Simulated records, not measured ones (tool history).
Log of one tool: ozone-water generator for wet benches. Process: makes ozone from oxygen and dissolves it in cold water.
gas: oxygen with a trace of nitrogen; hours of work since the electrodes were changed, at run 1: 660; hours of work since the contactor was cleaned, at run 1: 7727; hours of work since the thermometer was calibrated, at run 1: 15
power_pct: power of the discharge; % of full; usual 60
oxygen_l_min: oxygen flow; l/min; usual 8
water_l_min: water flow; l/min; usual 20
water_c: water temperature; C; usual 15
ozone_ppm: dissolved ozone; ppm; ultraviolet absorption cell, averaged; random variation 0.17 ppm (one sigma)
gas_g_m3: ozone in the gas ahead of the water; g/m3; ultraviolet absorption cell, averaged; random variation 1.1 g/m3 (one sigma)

run,hour,power_pct,oxygen_l_min,water_l_min,water_c,hours of work since the electrodes were changed,hours of work since the contactor was cleaned,hours of work since the thermometer was calibrated,ozone_ppm,gas_g_m3
1,0,60,8,20,15,660,7727,15,22.2,202.3
2,78.3,60,8,23,15,725,7792,80,19.6,201.5
3,169.7,60,8,23,15,802,7869,157,19.3,199.9
4,266.7,60,8,20,18,883,7950,238,20.9,200.5
5,311,60,8,20,18,920,7987,275,21.1,200.5
6,404.6,60,8,20,15,998,8066,353,22.1,202.5
7,468.2,60,14.09,20,15,1051,8119,406,20.3,147.3
8,537.8,60,14.09,20,17,1110,8177,465,19.5,148.4
9,588.1,60,14.09,20,17,1152,8219,507,19.4,148
10,630.8,60,14.09,20,17,1188,8255,543,19.2,149.8
11,710.7,60,14.09,20,17,1254,8322,609,19.6,147.7
12,761.5,60,5.64,20,15,1297,8364,652,21.8,242.2
13,844.3,60,5.64,20,15,1366,8434,721,22.1,240.3
14,919.9,60,8,20,8,1430,8497,785,24.2,198
15,1011.7,60,8,20,8,1506,8574,861,23.9,197.6
# hour 1021.2: contactor cleaned
16,1087.1,60,8,20,8,1566,55,921,25.4,199.4
17,1141,60,8,20,8,1611,100,966,25,196.5
18,1198.5,60,8,20,8,1659,148,1014,25,197.9
19,1287.1,60,8,20,8,1734,223,1089,25.1,197.5
20,1357.2,60,8,20,8,1792,281,1147,25.2,197.9
21,1407,98,11.45,20,16,1834,323,1189,29,221.2
22,1479.2,98,5.99,23,16,1894,383,1249,26.9,312.7
23,1538.1,98,5.99,23,16,1944,433,1299,26.6,315.7
24,1601.6,43,5.99,22,16,1997,486,1352,16.3,187.4
25,1695.4,60,9.35,20,22,2075,564,1430,19.3,181.7
26,1771.3,60,9.35,20,22,2139,628,1494,19.3,180.5
27,1847.6,48,9.74,27,12,2203,692,1558,15.5,153
28,1906.4,60,8,20,10,2252,741,1607,24.2,196.9
29,2008.2,41,8.92,25,21,2337,826,1692,13.1,144.6
30,2072.6,41,8.92,25,21,2391,880,1746,12.9,145.6
31,2113.9,41,8.92,25,21,2426,915,1781,12.7,144.3
32,2174,60,8,20,21,2476,965,1831,19.9,194.1

Hidden state or all else? Some run-to-run changes of ozone_ppm, split into what the settings, what came in and random variation would give without the hidden state, and what is left for the hidden state (with any gauge scatter that isn't in both results):
The hidden state here: yield of the discharge, % of new electrodes'; contactor's efficiency, % of a clean one's; true water temperature over the reading, C; drift of the gauge itself on ozone_ppm, %; drift of the gauge itself on gas_g_m3, %.
Run 15 -> 16: contactor cleaned. ozone_ppm +1.5 ppm: hidden state +0.9, all else +0.6.
Run 23 -> 24: power_pct 98 -> 43, water_l_min 23 -> 22. ozone_ppm -10.3 ppm: hidden state +0.9, all else -11.2.
Run 27 -> 28: power_pct 48 -> 60, oxygen_l_min 9.74 -> 8, water_l_min 27 -> 20, water_c 12 -> 10. ozone_ppm +8.7 ppm: hidden state -0.5, all else +9.2.
Run 28 -> 29: power_pct 60 -> 41, oxygen_l_min 8 -> 8.92, water_l_min 20 -> 25, water_c 10 -> 21. ozone_ppm -11.1 ppm: hidden state +0.6, all else -11.7.
